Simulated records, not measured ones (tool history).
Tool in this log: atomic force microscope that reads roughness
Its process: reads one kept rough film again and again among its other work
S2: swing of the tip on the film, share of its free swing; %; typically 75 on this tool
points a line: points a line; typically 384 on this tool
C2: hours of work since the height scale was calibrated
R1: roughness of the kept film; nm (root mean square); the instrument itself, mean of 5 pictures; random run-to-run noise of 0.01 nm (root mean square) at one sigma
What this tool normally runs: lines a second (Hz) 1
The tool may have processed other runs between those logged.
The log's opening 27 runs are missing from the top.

run 28 hour=711.8 | lines_a_second_(Hz)=2.74 S2=75 points_a_line=334 | pictures_with_this_tip=57 C2=101 | R1=2.03
-- hour=719.3 new tip fitted
run 29 hour=727.3 | lines_a_second_(Hz)=2.74 S2=75 points_a_line=334 | pictures_with_this_tip=20 C2=112 | R1=2.177
-- hour=749.1 new tip fitted
run 30 hour=751.1 | lines_a_second_(Hz)=0.88 S2=80 points_a_line=309 | pictures_with_this_tip=5 C2=129 | R1=2.34
run 31 hour=775 | lines_a_second_(Hz)=0.88 S2=80 points_a_line=309 | pictures_with_this_tip=66 C2=146 | R1=2.112
-- hour=778.9 new tip fitted
run 32 hour=796.3 | lines_a_second_(Hz)=0.82 S2=80 points_a_line=931 | pictures_with_this_tip=45 C2=161 | R1=2.203
-- hour=808.4 new tip fitted
run 33 hour=826.3 | lines_a_second_(Hz)=0.99 S2=57 points_a_line=332 | pictures_with_this_tip=45 C2=183 | R1=2.259
-- hour=839.2 new tip fitted
run 34 hour=845.3 | lines_a_second_(Hz)=0.59 S2=79 points_a_line=460 | pictures_with_this_tip=15 C2=196 | R1=2.326
run 35 hour=862.7 | lines_a_second_(Hz)=1.98 S2=56 points_a_line=982 | pictures_with_this_tip=59 C2=209 | R1=2.146
-- hour=869.4 new tip fitted
run 36 hour=878.6 | lines_a_second_(Hz)=1.98 S2=68 points_a_line=641 | pictures_with_this_tip=23 C2=220 | R1=2.279
run 37 hour=895 | lines_a_second_(Hz)=1.06 S2=57 points_a_line=363 | pictures_with_this_tip=65 C2=232 | R1=2.169
-- hour=900.7 new tip fitted
-- hour=931.6 new tip fitted
run 38 hour=931.6 | lines_a_second_(Hz)=1.06 S2=57 points_a_line=363 | pictures_with_this_tip=0 C2=258 | R1=2.458
-- hour=961.4 new tip fitted
run 39 hour=964.8 | lines_a_second_(Hz)=1.06 S2=57 points_a_line=363 | pictures_with_this_tip=9 C2=282 | R1=2.385
-- hour=991.3 new tip fitted
run 40 hour=993.5 | lines_a_second_(Hz)=2.94 S2=75 points_a_line=384 | pictures_with_this_tip=5 C2=302 | R1=2.224
-- hour=1022.5 new tip fitted
run 41 hour=1024.3 | lines_a_second_(Hz)=0.58 S2=82 points_a_line=384 | pictures_with_this_tip=4 C2=324 | R1=2.374
-- hour=1053.1 new tip fitted
run 42 hour=1055 | lines_a_second_(Hz)=2.18 S2=82 points_a_line=414 | pictures_with_this_tip=5 C2=346 | R1=2.19
run 43 hour=1070.5 | lines_a_second_(Hz)=2.18 S2=82 points_a_line=414 | pictures_with_this_tip=44 C2=358 | R1=2.048
-- hour=1084.5 new tip fitted
run 44 hour=1087.2 | lines_a_second_(Hz)=2.18 S2=72 points_a_line=552 | pictures_with_this_tip=7 C2=369 | R1=2.278
-- hour=1114.7 new tip fitted
run 45 hour=1116.4 | lines_a_second_(Hz)=2.18 S2=60 points_a_line=552 | pictures_with_this_tip=4 C2=390 | R1=2.383
-- hour=1145.8 new tip fitted
run 46 hour=1146.4 | lines_a_second_(Hz)=2.18 S2=60 points_a_line=552 | pictures_with_this_tip=1 C2=412 | R1=2.384
-- hour=1176.4 new tip fitted
run 47 hour=1183.1 | lines_a_second_(Hz)=2.18 S2=60 points_a_line=552 | pictures_with_this_tip=17 C2=438 | R1=2.34
-- hour=1208.9 new tip fitted
run 48 hour=1219.7 | lines_a_second_(Hz)=1 S2=74 points_a_line=771 | pictures_with_this_tip=28 C2=464 | R1=2.275
run 49 hour=1236.3 | lines_a_second_(Hz)=1 S2=74 points_a_line=771 | pictures_with_this_tip=69 C2=476 | R1=2.12

Below are 4 alternative next runs, each starting from the tool's condition after run 49. Predict each:
-- hour=1238.5 new tip fitted
-- hour=1268.4 new tip fitted
run A hour=1268.4 | lines_a_second_(Hz)=1 S2=71 points_a_line=591 | pictures_with_this_tip=0 C2=499 | R1=?
-- hour=1238.5 new tip fitted
-- hour=1268.4 new tip fitted
run B hour=1268.4 | lines_a_second_(Hz)=0.72 S2=58 points_a_line=624 | pictures_with_this_tip=0 C2=499 | R1=?
-- hour=1238.5 new tip fitted
-- hour=1268.4 new tip fitted
run C hour=1268.4 | lines_a_second_(Hz)=1.77 S2=89 points_a_line=690 | pictures_with_this_tip=0 C2=499 | R1=?
-- hour=1238.5 new tip fitted
-- hour=1268.4 new tip fitted
run D hour=1268.4 | lines_a_second_(Hz)=2.46 S2=75 points_a_line=524 | pictures_with_this_tip=0 C2=499 | R1=?

run=A R1=2.392
run=B R1=2.439
run=C R1=2.179
run=D R1=2.264
Stripped of hidden state, with their random variation kept, the same runs would have yielded:
run=A R1=2.421
run=B R1=2.469
run=C R1=2.206
run=D R1=2.292
